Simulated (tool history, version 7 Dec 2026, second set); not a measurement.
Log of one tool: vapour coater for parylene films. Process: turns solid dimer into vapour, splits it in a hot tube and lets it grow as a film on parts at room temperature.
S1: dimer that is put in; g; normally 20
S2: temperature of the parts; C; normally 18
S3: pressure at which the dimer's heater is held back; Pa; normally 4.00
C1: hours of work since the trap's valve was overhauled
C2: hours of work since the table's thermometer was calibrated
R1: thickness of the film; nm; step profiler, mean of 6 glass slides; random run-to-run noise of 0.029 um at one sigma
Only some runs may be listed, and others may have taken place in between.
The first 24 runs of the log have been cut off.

run,hour,S1,S2,S3,C1,C2,R1
25,562.4,14,18,9.63,261,675,4510
# hour 591.5: trap's valve overhauled
26,598.2,22,23,2.90,6,702,6460
27,625.5,22,23,2.90,28,725,6400
28,650.2,22,23,2.90,49,745,6390
29,682.8,22,27,4.45,76,773,5250
30,709.6,22,11,3.79,99,795,9780
31,737.2,32,23,9.37,122,818,8390
32,765.3,8,20,7.74,145,841,2400
33,784.6,20,16,3.76,161,858,7580
34,803.9,20,14,3.58,177,874,8240
35,836.1,20,14,3.58,204,901,8290
36,859.0,20,14,3.58,223,920,8280
37,880.1,8,18,11.26,241,937,2540
38,899.3,12,15,10.90,257,953,4340

Forecast each of these 5 alternatives for the next run:
# hour 932.7: trap's valve overhauled
A,935.7,21,13,3.47,3,980,?
# hour 932.7: trap's valve overhauled
B,935.7,20,15,4.00,3,980,?
# hour 932.7: trap's valve overhauled
C,935.7,20,15,3.20,3,980,?
# hour 932.7: trap's valve overhauled
D,935.7,15,14,2.48,3,980,?
# hour 932.7: trap's valve overhauled
E,935.7,20,22,5.12,3,980,?

run,R1
A,9100
B,7930
C,7980
D,6440
E,5800
Had the tool no hidden state, the same runs would have come out as:
run,R1
A,9100
B,7930
C,7980
D,6440
E,5800
